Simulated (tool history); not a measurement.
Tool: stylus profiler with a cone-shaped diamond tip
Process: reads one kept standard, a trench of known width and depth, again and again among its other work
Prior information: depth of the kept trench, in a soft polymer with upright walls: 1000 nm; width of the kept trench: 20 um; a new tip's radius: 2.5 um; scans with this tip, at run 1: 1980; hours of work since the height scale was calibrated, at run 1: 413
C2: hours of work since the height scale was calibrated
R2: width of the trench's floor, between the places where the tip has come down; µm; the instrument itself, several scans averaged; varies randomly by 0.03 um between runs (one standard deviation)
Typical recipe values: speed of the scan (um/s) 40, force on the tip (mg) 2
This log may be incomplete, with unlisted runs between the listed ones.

run 1 hour=0 | speed_of_the_scan_(um/s)=40 force_on_the_tip_(mg)=2 | scans_with_this_tip=1980 C2=413 | depth_of_the_trench_(nm)=1012.91 R2=15.8
run 2 hour=26.8 | speed_of_the_scan_(um/s)=40 force_on_the_tip_(mg)=2.36 | scans_with_this_tip=2067 C2=432 | depth_of_the_trench_(nm)=1013.89 R2=15.8
run 3 hour=60.2 | speed_of_the_scan_(um/s)=40 force_on_the_tip_(mg)=2.36 | scans_with_this_tip=2175 C2=454 | depth_of_the_trench_(nm)=1014.42 R2=15.79
run 4 hour=89.7 | speed_of_the_scan_(um/s)=125 force_on_the_tip_(mg)=2 | scans_with_this_tip=2271 C2=474 | depth_of_the_trench_(nm)=1012.56 R2=15.3
run 5 hour=114.2 | speed_of_the_scan_(um/s)=125 force_on_the_tip_(mg)=2 | scans_with_this_tip=2350 C2=491 | depth_of_the_trench_(nm)=1012.61 R2=15.32
run 6 hour=134 | speed_of_the_scan_(um/s)=12 force_on_the_tip_(mg)=2 | scans_with_this_tip=2414 C2=504 | depth_of_the_trench_(nm)=1012.61 R2=15.93
run 7 hour=166.2 | speed_of_the_scan_(um/s)=40 force_on_the_tip_(mg)=3.11 | scans_with_this_tip=2518 C2=526 | depth_of_the_trench_(nm)=1017.05 R2=15.87
run 8 hour=192.1 | speed_of_the_scan_(um/s)=40 force_on_the_tip_(mg)=3 | scans_with_this_tip=2602 C2=543 | depth_of_the_trench_(nm)=1016.79 R2=15.82
run 9 hour=218.5 | speed_of_the_scan_(um/s)=40 force_on_the_tip_(mg)=2 | scans_with_this_tip=2687 C2=561 | depth_of_the_trench_(nm)=1012.58 R2=15.76
run 10 hour=249.7 | speed_of_the_scan_(um/s)=40 force_on_the_tip_(mg)=3.64 | scans_with_this_tip=2788 C2=582 | depth_of_the_trench_(nm)=1018.76 R2=15.86
run 11 hour=276.5 | speed_of_the_scan_(um/s)=40 force_on_the_tip_(mg)=3.64 | scans_with_this_tip=2875 C2=600 | depth_of_the_trench_(nm)=1018.93 R2=15.88
run 12 hour=316.6 | speed_of_the_scan_(um/s)=40 force_on_the_tip_(mg)=2.67 | scans_with_this_tip=3005 C2=627 | depth_of_the_trench_(nm)=1015.29 R2=15.82
run 13 hour=348.4 | speed_of_the_scan_(um/s)=82 force_on_the_tip_(mg)=2 | scans_with_this_tip=3107 C2=649 | depth_of_the_trench_(nm)=1012.81 R2=15.55
run 14 hour=383.3 | speed_of_the_scan_(um/s)=82 force_on_the_tip_(mg)=2 | scans_with_this_tip=3220 C2=672 | depth_of_the_trench_(nm)=1012.57 R2=15.53
run 15 hour=401.8 | speed_of_the_scan_(um/s)=16 force_on_the_tip_(mg)=2.06 | scans_with_this_tip=3280 C2=685 | depth_of_the_trench_(nm)=1012.89 R2=15.91
run 16 hour=439.1 | speed_of_the_scan_(um/s)=15 force_on_the_tip_(mg)=1.73 | scans_with_this_tip=3401 C2=710 | depth_of_the_trench_(nm)=1011.39 R2=15.86
run 17 hour=477.2 | speed_of_the_scan_(um/s)=23 force_on_the_tip_(mg)=3.65 | scans_with_this_tip=3524 C2=736 | depth_of_the_trench_(nm)=1019.36 R2=15.95
run 18 hour=514.7 | speed_of_the_scan_(um/s)=36 force_on_the_tip_(mg)=3.79 | scans_with_this_tip=3646 C2=761 | depth_of_the_trench_(nm)=1019.72 R2=15.85
run 19 hour=541.4 | speed_of_the_scan_(um/s)=71 force_on_the_tip_(mg)=4.68 | scans_with_this_tip=3732 C2=779 | depth_of_the_trench_(nm)=1022.95 R2=15.75
run 20 hour=565.2 | speed_of_the_scan_(um/s)=14 force_on_the_tip_(mg)=3.01 | scans_with_this_tip=3809 C2=795 | depth_of_the_trench_(nm)=1016.44 R2=15.94
run 21 hour=603.9 | speed_of_the_scan_(um/s)=13 force_on_the_tip_(mg)=3.48 | scans_with_this_tip=3934 C2=821 | depth_of_the_trench_(nm)=1018.76 R2=15.92
run 22 hour=638.6 | speed_of_the_scan_(um/s)=38 force_on_the_tip_(mg)=2.83 | scans_with_this_tip=4047 C2=845 | depth_of_the_trench_(nm)=1016.04 R2=15.82
run 23 hour=677.2 | speed_of_the_scan_(um/s)=93 force_on_the_tip_(mg)=5.4 | scans_with_this_tip=4171 C2=871 | depth_of_the_trench_(nm)=1024.74 R2=15.73
run 24 hour=717.6 | speed_of_the_scan_(um/s)=93 force_on_the_tip_(mg)=5.4 | scans_with_this_tip=4302 C2=898 | depth_of_the_trench_(nm)=1024.94 R2=15.69
run 25 hour=736 | speed_of_the_scan_(um/s)=93 force_on_the_tip_(mg)=5.4 | scans_with_this_tip=4362 C2=911 | depth_of_the_trench_(nm)=1024.81 R2=15.7

Each row is a separate what-if for the run after 25, all from the same tool condition, not one after another. Results?
run A hour=769.4 | speed_of_the_scan_(um/s)=15 force_on_the_tip_(mg)=2.68 | scans_with_this_tip=4470 C2=933 | depth_of_the_trench_(nm)=? R2=?
run B hour=769.4 | speed_of_the_scan_(um/s)=158 force_on_the_tip_(mg)=0.84 | scans_with_this_tip=4470 C2=933 | depth_of_the_trench_(nm)=? R2=?
run C hour=769.4 | speed_of_the_scan_(um/s)=150 force_on_the_tip_(mg)=3.2 | scans_with_this_tip=4470 C2=933 | depth_of_the_trench_(nm)=? R2=?

run=A depth_of_the_trench_(nm)=1014.99 R2=15.97
run=B depth_of_the_trench_(nm)=1007.41 R2=14.69
run=C depth_of_the_trench_(nm)=1017.27 R2=15.35
With no hidden state in the tool, these same runs would have given:
run=A depth_of_the_trench_(nm)=1014.98 R2=15.97
run=B depth_of_the_trench_(nm)=1007.4 R2=14.69
run=C depth_of_the_trench_(nm)=1017.26 R2=15.35
